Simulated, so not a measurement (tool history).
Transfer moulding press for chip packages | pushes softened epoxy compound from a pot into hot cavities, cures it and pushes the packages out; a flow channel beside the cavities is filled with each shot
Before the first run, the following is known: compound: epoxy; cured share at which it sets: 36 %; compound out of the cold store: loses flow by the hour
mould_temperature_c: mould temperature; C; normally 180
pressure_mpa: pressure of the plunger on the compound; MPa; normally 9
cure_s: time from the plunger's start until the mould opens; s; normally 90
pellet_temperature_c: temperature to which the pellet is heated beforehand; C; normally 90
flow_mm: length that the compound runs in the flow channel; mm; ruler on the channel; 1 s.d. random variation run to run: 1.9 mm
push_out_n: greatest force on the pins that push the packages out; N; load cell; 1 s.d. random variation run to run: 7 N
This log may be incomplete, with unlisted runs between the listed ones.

run,hour,mould_temperature_c,pressure_mpa,cure_s,pellet_temperature_c,incoming compound's hours out of the cold store,flow_mm,push_out_n
1,0,180,9,90,90,13.6,1024,295
2,40.8,180,9,90,90,34.7,922,279
3,88.4,180,9,90,90,20,993,286
# hour 102.3: cavities cleaned with cleaning compound and waxed
4,117.4,180,9,90,83,22.1,982,280
5,151.3,180,9,86,83,25.5,964,295
6,187.7,180,9,86,83,34.4,925,312
7,224.3,180,9,102,83,13.4,1025,254
# hour 239: plunger's sealing rings changed
# hour 240.5: cavities cleaned with cleaning compound and waxed
8,291.2,173,9,90,84,16.1,1055,484
9,328.2,173,9,90,84,40.7,933,455
10,366.3,186,9,90,90,34.5,895,219
# hour 378.4: cavities cleaned with cleaning compound and waxed
11,404.7,180,9,113,86,35.7,918,239

Here are 5 independent what-if runs from the current tool condition. What would each one return?
A,468.3,180,9,122,88,45.6,?,?
B,468.3,180,9,107,90,46,?,?
C,468.3,172,9,113,81,21.4,?,?
D,468.3,180,9,105,89,9.3,?,?
E,468.3,180,9,119,92,42.9,?,?

run,flow_mm,push_out_n
A,877,225
B,874,232
C,1033,316
D,1045,241
E,885,225
Without the tool's hidden state the same runs would have given:
run,flow_mm,push_out_n
A,877,223
B,874,230
C,1033,313
D,1046,239
E,885,223
